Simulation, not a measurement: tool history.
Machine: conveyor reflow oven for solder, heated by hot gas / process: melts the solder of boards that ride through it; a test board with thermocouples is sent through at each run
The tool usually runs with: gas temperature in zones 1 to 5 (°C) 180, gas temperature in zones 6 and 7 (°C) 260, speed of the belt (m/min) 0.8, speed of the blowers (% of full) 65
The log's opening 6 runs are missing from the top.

run	hour	gas temperature in zones 1 to 5 (°C)	gas temperature in zones 6 and 7 (°C)	speed of the belt (m/min)	speed of the blowers (% of full)	highest temperature of the board (°C)	time above the solder's melting point (s)
7	244.4	180	253	0.8	65	233.5	22.8
8	292.1	190	260	0.8	65	241.3	31.5
9	327.5	190	260	0.8	65	241.3	31.5
10	349.3	180	260	0.8	65	237.7	26.8
11	390.4	180	260	0.8	65	238.2	26.4
12	416.5	180	260	0.8	69	239	26.7
13	450	180	260	0.8	69	238.5	26.7
14	479	180	257	0.8	69	235.6	24.3
15	502.2	180	260	0.8	82	240.5	28.3
16	551.1	180	272	0.847	65	243.6	27.1
17	592.9	180	267	0.914	90	241.5	24.8
18	632.3	180	266	0.957	90	238.4	21.4
# hour 672.8: flux residue cleaned out of gas plates and filters
19	682	181	264	0.935	88	243.3	26.2
20	703.4	188	266	0.901	55	240.8	25.8
21	731.6	188	266	0.901	55	239.9	25.5
22	761.1	188	254	0.901	87	237.8	26
23	799.3	188	254	0.901	87	237.2	25.9
24	824.8	191	271	0.944	67	245.3	28.4
25	864.8	191	271	0.944	67	245.2	28
26	894.4	191	268	0.944	67	242.8	26.9
27	927.8	189	272	0.831	59	247.9	33.1
# hour 954.8: belt drive overhauled, speed set with a stopwatch
28	972.8	189	272	0.831	82	251.1	34.2
29	1006	193	258	0.707	65	242.5	38
30	1053.8	180	260	0.723	65	240.5	31.1

Alternative continuations, all from the tool just after run 30; predict every row:
A	1083.9	180	260	0.871	65	?	?
B	1083.9	193	260	0.8	53	?	?
C	1083.9	180	260	0.662	50	?	?

run	highest temperature of the board (°C)	time above the solder's melting point (s)
A	233.6	19.5
B	237.7	27.7
C	239.4	32.8
With no hidden state in the tool, these same runs would have given:
run	highest temperature of the board (°C)	time above the solder's melting point (s)
A	237.4	22.9
B	240.7	30.6
C	242.3	35.5
